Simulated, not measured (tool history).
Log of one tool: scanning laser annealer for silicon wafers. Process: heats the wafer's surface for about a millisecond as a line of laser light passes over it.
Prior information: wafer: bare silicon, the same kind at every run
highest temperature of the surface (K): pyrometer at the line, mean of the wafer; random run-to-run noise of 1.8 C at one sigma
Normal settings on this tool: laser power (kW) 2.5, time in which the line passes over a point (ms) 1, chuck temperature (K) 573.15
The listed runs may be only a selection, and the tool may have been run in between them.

run	hour	laser power (kW)	time in which the line passes over a point (ms)	chuck temperature (K)	highest temperature of the surface (K)
1	0	2.5	1	573.15	1270.15
2	61.3	2.41	1	573.15	1236.15
3	119.4	2.41	1	596.15	1255.15
4	214.9	2.5	1	573.15	1256.15
5	298.8	2.5	1	573.15	1256.15
6	357.3	2.5	1	573.15	1250.15
7	422.5	2.5	1	573.15	1250.15
8	505.9	2.5	1	573.15	1272.15
9	547.8	2.5	1	573.15	1267.15
10	589.1	2.5	1	573.15	1265.15
11	685.8	2.5	1	573.15	1259.15
12	762.1	2.5	1	573.15	1255.15
13	837	2.5	1	573.15	1254.15
14	934.2	2.5	1	573.15	1251.15
15	1024.4	2.5	1	573.15	1279.15
16	1072.8	2.5	1	573.15	1273.15
17	1151.4	2.708	1	573.15	1347.15
18	1210.3	2.733	1	577.15	1362.15
19	1262.1	2.391	1	573.15	1225.15
20	1338.4	2.391	1	573.15	1224.15
21	1417.9	2.5	1.18	573.15	1313.15
22	1507.4	2.5	0.95	573.15	1237.15
23	1564.9	2.5	0.95	573.15	1233.15
24	1642.1	2.481	1.01	573.15	1268.15
25	1686.2	2.528	0.72	573.15	1179.15
26	1779.9	2.5	0.79	612.15	1231.15
27	1822.2	2.5	0.79	612.15	1234.15
28	1914.6	2.5	0.79	612.15	1224.15
29	2002.5	2.5	0.79	612.15	1223.15
30	2100.2	2.324	0.9	612.15	1196.15
31	2160.5	2.456	0.98	556.15	1209.15
32	2246.8	2.456	0.98	613.15	1282.15
33	2331.5	2.456	0.98	613.15	1280.15

The log once held 6 entries between its listed runs, left out of this copy. Where does each go, and what is different about the tool's unlogged condition between the listed run before it and the listed run after it?
From run 7 to run 8: window over the wafer cleaned (hour 433)
  light that passes the window, % of a clean one's: 97.34 -> 99.53; laser's true power over the reading, %: -0.47 -> -0.48; width of the line over the set one, %: 0.9 -> 0.93
  the result without the hidden state subtracted from the measured one, highest temperature of the surface (K): -35 -> -15
From run 12 to run 13: optics aligned, line set to its width (hour 774.4)
  light that passes the window, % of a clean one's: 98.36 -> 98.03; laser's true power over the reading, %: -0.52 -> -0.53; width of the line over the set one, %: 1.03 -> 1.25
  the result without the hidden state subtracted from the measured one, highest temperature of the surface (K): -27 -> -31
From run 14 to run 15: optics aligned, line set to its width, once more (hour 985.2); window over the wafer cleaned (hour 1018.6)
  light that passes the window, % of a clean one's: 97.6 -> 99.91; laser's true power over the reading, %: -0.55 -> -0.56; width of the line over the set one, %: 1.29 -> 0.15
  the result without the hidden state subtracted from the measured one, highest temperature of the surface (K): -35 -> -7
From run 23 to run 24: window over the wafer cleaned (hour 1594.2)
  light that passes the window, % of a clean one's: 97.33 -> 99.71; laser's true power over the reading, %: -0.66 -> -0.67; width of the line over the set one, %: 0.36 -> 0.38
  the result without the hidden state subtracted from the measured one, highest temperature of the surface (K): -33 -> -12
From run 31 to run 32: window over the wafer cleaned (hour 2167.6)
  light that passes the window, % of a clean one's: 97.27 -> 99.33; laser's true power over the reading, %: -0.76 -> -0.77; width of the line over the set one, %: 0.59 -> 0.62
  the result without the hidden state subtracted from the measured one, highest temperature of the surface (K): -35 -> -17
